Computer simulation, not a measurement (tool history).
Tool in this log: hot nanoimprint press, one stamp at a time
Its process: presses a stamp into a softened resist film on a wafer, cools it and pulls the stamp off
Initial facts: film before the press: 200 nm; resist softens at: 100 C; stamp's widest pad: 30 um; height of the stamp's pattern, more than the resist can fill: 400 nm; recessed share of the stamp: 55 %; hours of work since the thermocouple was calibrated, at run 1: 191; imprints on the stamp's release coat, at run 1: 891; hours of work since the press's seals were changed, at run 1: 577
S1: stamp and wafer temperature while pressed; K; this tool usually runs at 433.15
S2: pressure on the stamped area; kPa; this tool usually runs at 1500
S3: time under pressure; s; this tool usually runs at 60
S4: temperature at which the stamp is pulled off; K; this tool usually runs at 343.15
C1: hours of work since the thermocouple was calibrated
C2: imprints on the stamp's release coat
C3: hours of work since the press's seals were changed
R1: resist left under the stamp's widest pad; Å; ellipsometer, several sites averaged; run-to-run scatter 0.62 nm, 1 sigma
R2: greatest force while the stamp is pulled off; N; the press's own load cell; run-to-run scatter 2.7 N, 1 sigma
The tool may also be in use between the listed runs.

run,hour,S1,S2,S3,S4,C1,C2,C3,R1,R2
1,0.0,433.15,1500,60,343.15,191,891,577,1109,146
2,24.5,433.15,1500,60,343.15,204,967,591,1099,140
3,54.4,433.15,1500,55,343.15,221,1059,608,1129,142
4,68.5,429.15,1500,60,343.15,229,1102,615,1242,151
5,82.1,433.15,1500,60,343.15,237,1144,623,1116,146
6,99.6,433.15,1500,60,343.15,247,1198,633,1113,152
7,119.3,423.15,1560,45,337.15,258,1258,644,1526,163
8,139.3,433.15,1180,92,345.15,269,1320,655,1123,148
9,167.1,433.15,1180,92,345.15,284,1406,671,1116,151
10,182.6,433.15,1180,64,345.15,293,1453,679,1228,155
11,197.7,433.15,1500,67,347.15,302,1500,688,1091,153
12,222.6,432.15,1500,45,347.15,316,1576,702,1258,156

Consider 4 possible next runs. They are alternatives, not a sequence: every one starts from the tool as it was left by run 12. What does each give?
A,253.4,438.15,1500,117,338.15,333,1671,719,?,?
B,253.4,436.15,1500,45,347.15,333,1671,719,?,?
C,253.4,444.15,2300,60,343.15,333,1671,719,?,?
D,253.4,443.15,1500,45,347.15,333,1671,719,?,?

run,R1,R2
A,792,168
B,1121,156
C,631,170
D,936,160
Without the tool's unlogged condition, the same runs would have read:
run,R1,R2
A,751,127
B,1069,118
C,594,129
D,892,121

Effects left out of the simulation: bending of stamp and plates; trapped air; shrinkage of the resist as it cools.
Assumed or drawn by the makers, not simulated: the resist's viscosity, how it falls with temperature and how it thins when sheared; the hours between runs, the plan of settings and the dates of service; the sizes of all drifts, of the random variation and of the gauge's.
